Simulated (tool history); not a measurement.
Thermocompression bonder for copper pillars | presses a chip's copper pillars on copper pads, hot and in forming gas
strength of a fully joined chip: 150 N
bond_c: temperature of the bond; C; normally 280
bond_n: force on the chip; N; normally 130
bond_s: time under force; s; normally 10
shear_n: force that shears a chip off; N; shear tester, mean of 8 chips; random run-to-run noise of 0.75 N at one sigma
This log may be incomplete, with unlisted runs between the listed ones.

run   hour  bond_c  bond_n  bond_s  shear_n
  1      0     280     130      10       50
  2   12.1     280     130      10     51.3
  3   19.6     280     130      10     50.3
  4   25.8     280     120      10     46.9
  5   33.5     280     130      10     50.2
  6     41     280     130      10     50.3
  7   51.2     280     130      10       50
  8   63.3     280     130      10     50.1
  9     71     280     130       6     40.1
 10     81     280     130       6     39.5
 11     87     280     130       6     40.6
 12     97     280     130       5     36.2
 13  105.9     280     130      10     49.1
 14    119     297     130      10     60.2
 15  129.4     297     172      10     73.8
 16  141.2     280     130      10     48.8
 17  149.7     280     130      10     52.9
 18  160.1     280     130      10     52.2
 19    173     280     130      10     50.1
 20  182.6     280     130      10     51.8
 21  193.2     280     130      10     50.5
 22    201     280     130      10     51.3
 23  209.8     280     130      10     50.7
 24  220.2     280     130      10     50.9
 25  228.4     281      95      10       43
 26  235.3     264      95      25     50.1
 27  243.8     264     109      25     53.4
 28  255.2     264     109      25     53.2
 29  261.3     264     109      25     54.9
 30  271.7     280     121      10     50.7
 31  281.6     272      90       6     28.5
 32  294.3     272      90       8     30.2
 33  304.1     295     130      10       66
 34  314.6     302     130      16     83.7
 35  320.4     302     130      16     82.3
 36  332.6     302     130      16     81.5
 37  341.5     302     130      16     80.8
 38  354.5     268     180       8     53.7
 39  360.9     280     130      16     63.1
 40  370.7     280     130      16     60.7
 41  378.7     264     146      16     55.4

Not shown: 3 entries that the log had between the listed runs. Between which runs, and how does the tool's hidden state differ before and after?
Between runs 16 and 17: forming gas filter changed (hour 144.1)
  oxide that the forming gas leaves, % of the face: 9.63 -> 0.66
  difference, measured minus the result without the unlogged condition, shear_n: -8 -> -3.1 N
Between runs 17 and 18: heater calibrated with a thermocouple chip (hour 152.6)
  true temperature of the bond over the reading, C: -3.2 -> -5.6; force that reaches the chip, % of what is set: 98.8 -> 98.7; oxide that the forming gas leaves, % of the face: 0.66 -> 0.81
  difference, measured minus the result without the unlogged condition, shear_n: -3.1 -> -5 N
Between runs 24 and 25: heater calibrated with a thermocouple chip, once more (hour 224.3)
  true temperature of the bond over the reading, C: -6.1 -> -0.1; force that reaches the chip, % of what is set: 98.6 -> 98.5; oxide that the forming gas leaves, % of the face: 1.82 -> 1.93
  difference, measured minus the result without the unlogged condition, shear_n: -6 -> -1.2 N
